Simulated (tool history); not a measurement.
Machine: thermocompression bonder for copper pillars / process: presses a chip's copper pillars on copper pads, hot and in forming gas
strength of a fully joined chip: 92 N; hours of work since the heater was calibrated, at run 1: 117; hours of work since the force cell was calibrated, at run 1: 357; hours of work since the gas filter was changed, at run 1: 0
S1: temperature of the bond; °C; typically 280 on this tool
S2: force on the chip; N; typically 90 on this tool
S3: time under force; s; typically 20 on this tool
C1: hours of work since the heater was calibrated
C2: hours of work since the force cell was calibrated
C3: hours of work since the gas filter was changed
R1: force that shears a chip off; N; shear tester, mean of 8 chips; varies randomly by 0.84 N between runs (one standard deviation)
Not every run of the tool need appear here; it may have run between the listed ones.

{"run": 1, "hour": 0.0, "S1": 280, "S2": 90, "S3": 20, "C1": 117, "C2": 357, "C3": 0, "R1": 68.6}
{"run": 2, "hour": 27.8, "S1": 280, "S2": 90, "S3": 20, "C1": 138, "C2": 378, "C3": 21, "R1": 66.3}
{"run": 3, "hour": 60.7, "S1": 280, "S2": 90, "S3": 20, "C1": 162, "C2": 402, "C3": 45, "R1": 65.6}
{"run": 4, "hour": 87.2, "S1": 280, "S2": 90, "S3": 20, "C1": 182, "C2": 421, "C3": 64, "R1": 65.0}
{"run": 5, "hour": 114.8, "S1": 280, "S2": 74, "S3": 20, "C1": 202, "C2": 442, "C3": 85, "R1": 59.0}
{"run": 6, "hour": 151.8, "S1": 280, "S2": 90, "S3": 20, "C1": 229, "C2": 469, "C3": 112, "R1": 62.9}
{"run": 7, "hour": 206.5, "S1": 280, "S2": 90, "S3": 20, "C1": 270, "C2": 510, "C3": 153, "R1": 62.4}
{"hour": 250.5, "done": "forming gas filter changed"}
{"run": 8, "hour": 251.9, "S1": 280, "S2": 90, "S3": 20, "C1": 303, "C2": 543, "C3": 1, "R1": 64.7}
{"run": 9, "hour": 300.4, "S1": 280, "S2": 90, "S3": 20, "C1": 339, "C2": 579, "C3": 37, "R1": 63.4}
{"run": 10, "hour": 336.3, "S1": 280, "S2": 90, "S3": 20, "C1": 365, "C2": 605, "C3": 63, "R1": 64.7}
{"run": 11, "hour": 369.1, "S1": 280, "S2": 90, "S3": 20, "C1": 390, "C2": 629, "C3": 88, "R1": 65.3}
{"run": 12, "hour": 411.6, "S1": 280, "S2": 90, "S3": 13, "C1": 421, "C2": 661, "C3": 119, "R1": 54.6}
{"run": 13, "hour": 452.4, "S1": 280, "S2": 90, "S3": 13, "C1": 451, "C2": 691, "C3": 149, "R1": 54.5}
{"hour": 497.6, "done": "forming gas filter changed"}
{"run": 14, "hour": 508.1, "S1": 280, "S2": 90, "S3": 13, "C1": 492, "C2": 732, "C3": 8, "R1": 56.9}
{"run": 15, "hour": 562.5, "S1": 292, "S2": 90, "S3": 13, "C1": 532, "C2": 772, "C3": 48, "R1": 60.7}
{"hour": 569.8, "done": "heater calibrated with a thermocouple chip"}
{"run": 16, "hour": 595.3, "S1": 270, "S2": 90, "S3": 20, "C1": 19, "C2": 795, "C3": 71, "R1": 57.0}
{"run": 17, "hour": 627.4, "S1": 267, "S2": 90, "S3": 20, "C1": 43, "C2": 818, "C3": 94, "R1": 53.4}
{"run": 18, "hour": 653.2, "S1": 267, "S2": 90, "S3": 20, "C1": 62, "C2": 838, "C3": 114, "R1": 53.0}
{"run": 19, "hour": 696.4, "S1": 267, "S2": 90, "S3": 20, "C1": 94, "C2": 869, "C3": 145, "R1": 52.4}
{"run": 20, "hour": 723.1, "S1": 267, "S2": 101, "S3": 20, "C1": 113, "C2": 889, "C3": 165, "R1": 54.1}
{"hour": 749.6, "done": "forming gas filter changed"}
{"run": 21, "hour": 767.0, "S1": 282, "S2": 115, "S3": 20, "C1": 145, "C2": 921, "C3": 13, "R1": 66.8}
{"run": 22, "hour": 805.8, "S1": 282, "S2": 115, "S3": 20, "C1": 174, "C2": 950, "C3": 42, "R1": 66.0}
{"hour": 823.7, "done": "heater calibrated with a thermocouple chip, once more"}
{"run": 23, "hour": 862.2, "S1": 280, "S2": 90, "S3": 34, "C1": 28, "C2": 990, "C3": 82, "R1": 74.3}
{"run": 24, "hour": 886.9, "S1": 278, "S2": 90, "S3": 58, "C1": 47, "C2": 1008, "C3": 100, "R1": 79.8}
{"run": 25, "hour": 944.4, "S1": 278, "S2": 90, "S3": 58, "C1": 89, "C2": 1051, "C3": 142, "R1": 77.2}
{"hour": 998.5, "done": "forming gas filter changed"}
{"run": 26, "hour": 998.5, "S1": 304, "S2": 75, "S3": 21, "C1": 129, "C2": 1090, "C3": 0, "R1": 71.4}
{"run": 27, "hour": 1034.8, "S1": 304, "S2": 75, "S3": 21, "C1": 156, "C2": 1117, "C3": 27, "R1": 74.7}
{"run": 28, "hour": 1090.4, "S1": 259, "S2": 99, "S3": 21, "C1": 197, "C2": 1158, "C3": 68, "R1": 56.7}
{"run": 29, "hour": 1115.0, "S1": 252, "S2": 90, "S3": 20, "C1": 215, "C2": 1177, "C3": 86, "R1": 51.4}
{"run": 30, "hour": 1147.5, "S1": 252, "S2": 90, "S3": 20, "C1": 239, "C2": 1201, "C3": 110, "R1": 49.0}
{"run": 31, "hour": 1181.5, "S1": 301, "S2": 110, "S3": 20, "C1": 264, "C2": 1226, "C3": 135, "R1": 75.6}
{"run": 32, "hour": 1229.7, "S1": 301, "S2": 86, "S3": 12, "C1": 300, "C2": 1261, "C3": 171, "R1": 61.8}
{"hour": 1245.2, "done": "forming gas filter changed"}
{"run": 33, "hour": 1270.1, "S1": 280, "S2": 55, "S3": 42, "C1": 329, "C2": 1291, "C3": 18, "R1": 67.5}
{"run": 34, "hour": 1314.7, "S1": 275, "S2": 87, "S3": 11, "C1": 362, "C2": 1324, "C3": 51, "R1": 51.0}
{"run": 35, "hour": 1349.2, "S1": 301, "S2": 101, "S3": 50, "C1": 388, "C2": 1349, "C3": 77, "R1": 84.3}
{"run": 36, "hour": 1376.7, "S1": 280, "S2": 55, "S3": 24, "C1": 408, "C2": 1370, "C3": 97, "R1": 56.1}
{"run": 37, "hour": 1420.0, "S1": 291, "S2": 94, "S3": 20, "C1": 440, "C2": 1402, "C3": 129, "R1": 68.1}
{"run": 38, "hour": 1467.4, "S1": 280, "S2": 90, "S3": 38, "C1": 475, "C2": 1437, "C3": 164, "R1": 70.0}
{"hour": 1493.0, "done": "forming gas filter changed"}
{"run": 39, "hour": 1496.0, "S1": 289, "S2": 90, "S3": 13, "C1": 496, "C2": 1457, "C3": 2, "R1": 60.1}
{"run": 40, "hour": 1542.8, "S1": 280, "S2": 90, "S3": 14, "C1": 530, "C2": 1492, "C3": 37, "R1": 57.2}

Alternative continuations, all from the tool just after run 40; predict every row:
{"run": "A", "hour": 1574.5, "S1": 292, "S2": 95, "S3": 14, "C1": 554, "C2": 1515, "C3": 60, "R1": "?"}
{"run": "B", "hour": 1574.5, "S1": 284, "S2": 108, "S3": 14, "C1": 554, "C2": 1515, "C3": 60, "R1": "?"}
{"run": "C", "hour": 1574.5, "S1": 280, "S2": 90, "S3": 42, "C1": 554, "C2": 1515, "C3": 60, "R1": "?"}

run=A R1=62.7
run=B R1=61.4
run=C R1=73.1
Stripped of hidden state, with their random variation kept, the same runs would have yielded:
run=A R1=68.0
run=B R1=66.9
run=C R1=78.0

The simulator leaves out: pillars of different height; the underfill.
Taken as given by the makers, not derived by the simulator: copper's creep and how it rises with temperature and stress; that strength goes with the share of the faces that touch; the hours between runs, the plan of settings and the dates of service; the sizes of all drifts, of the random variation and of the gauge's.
